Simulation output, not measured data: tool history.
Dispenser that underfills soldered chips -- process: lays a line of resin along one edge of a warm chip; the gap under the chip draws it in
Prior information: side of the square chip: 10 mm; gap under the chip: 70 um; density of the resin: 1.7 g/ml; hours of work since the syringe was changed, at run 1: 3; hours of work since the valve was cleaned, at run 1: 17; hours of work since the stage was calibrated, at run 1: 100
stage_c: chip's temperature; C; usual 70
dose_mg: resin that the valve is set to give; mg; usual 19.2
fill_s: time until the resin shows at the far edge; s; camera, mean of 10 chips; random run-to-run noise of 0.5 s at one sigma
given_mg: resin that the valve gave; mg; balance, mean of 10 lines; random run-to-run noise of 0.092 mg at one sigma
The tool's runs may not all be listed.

run,hour,stage_c,dose_mg,hours of work since the syringe was changed,hours of work since the valve was cleaned,hours of work since the stage was calibrated,fill_s,given_mg
1,0.0,70,19.2,3,17,100,48.5,18.97
# hour 4.9: new syringe of resin
2,8.0,70,19.2,2,22,105,44.1,18.91
# hour 15.4: new syringe of resin
3,17.7,70,19.2,1,28,111,43.3,18.77
# hour 25.7: new syringe of resin
4,26.3,70,19.2,0,33,117,39.9,18.62
5,33.4,70,17.9,5,38,121,55.8,17.39
# hour 35.6: new syringe of resin
6,39.1,70,17.9,2,41,125,46.3,17.36
7,44.6,70,17.9,6,45,128,60.2,17.29
# hour 45.4: new syringe of resin
8,50.6,70,21.7,3,49,132,50.7,20.97
# hour 55.6: new syringe of resin
9,57.8,70,19.2,1,53,137,42.0,18.45
# hour 65.2: new syringe of resin
10,66.4,77,19.2,1,58,142,29.6,18.58
# hour 74.8: new syringe of resin
11,74.8,77,19.2,0,64,147,27.9,18.22
12,81.2,77,19.2,4,68,151,36.6,18.20
# hour 84.6: new syringe of resin
13,88.1,70,19.2,2,72,156,45.7,18.16
# hour 94.2: new syringe of resin
14,94.2,70,19.2,0,76,159,38.3,18.15
15,101.4,70,19.2,5,81,164,54.1,18.11
# hour 104.2: new syringe of resin
16,109.1,70,19.2,3,85,169,50.4,17.97
# hour 114.0: new syringe of resin
17,115.9,70,19.2,1,90,173,43.0,17.82
# hour 121.6: dispensing valve cleaned and set on the balance
18,123.3,70,19.2,5,1,177,56.0,19.12
# hour 125.0: new syringe of resin
19,133.8,74,17.8,6,8,184,47.5,17.65
# hour 135.0: new syringe of resin
20,142.9,64,19.2,5,13,190,72.0,19.19
# hour 145.3: new syringe of resin
21,147.9,83,20.0,2,17,193,25.0,19.75
# hour 154.9: new syringe of resin
22,156.9,83,20.0,1,22,198,24.1,19.77
# hour 164.6: new syringe of resin
23,165.8,76,20.1,1,28,204,30.9,19.74
# hour 174.6: new syringe of resin
24,176.7,70,21.4,1,35,211,41.6,20.73
25,181.7,84,18.9,5,38,214,28.4,18.36
# hour 184.5: new syringe of resin
26,191.7,78,16.6,5,44,220,38.2,16.02
# hour 194.2: new syringe of resin
27,199.8,82,23.6,4,49,225,29.1,22.88
# hour 203.9: new syringe of resin
28,208.9,60,22.4,3,55,231,75.6,21.59
# hour 214.4: new syringe of resin
29,215.6,79,17.9,1,59,235,27.2,17.26
30,222.6,79,17.9,5,64,240,38.2,17.06
# hour 224.5: new syringe of resin
31,227.4,69,19.2,2,67,243,45.9,18.30
# hour 234.7: new syringe of resin
32,235.7,64,19.2,1,72,248,52.8,18.36
# hour 244.7: new syringe of resin
33,245.5,64,19.2,1,78,254,52.1,18.15
34,250.7,64,19.2,4,81,258,64.5,18.14
# hour 255.0: new syringe of resin
35,260.6,68,22.1,4,88,264,52.0,20.92

What if the next run were any one of these 3? Each begins from the tool's condition after run 35:
# hour 265.0: new syringe of resin
A,266.4,79,20.6,1,91,267,?,?
# hour 265.0: new syringe of resin
B,266.4,70,21.2,1,91,267,?,?
# hour 265.0: new syringe of resin
C,266.4,67,24.3,1,91,267,?,?

run,fill_s,given_mg
A,27.1,19.35
B,40.6,19.92
C,45.5,22.77
Without the tool's unlogged condition, the same runs would have read:
run,fill_s,given_mg
A,27.0,20.65
B,40.5,21.25
C,45.6,24.30
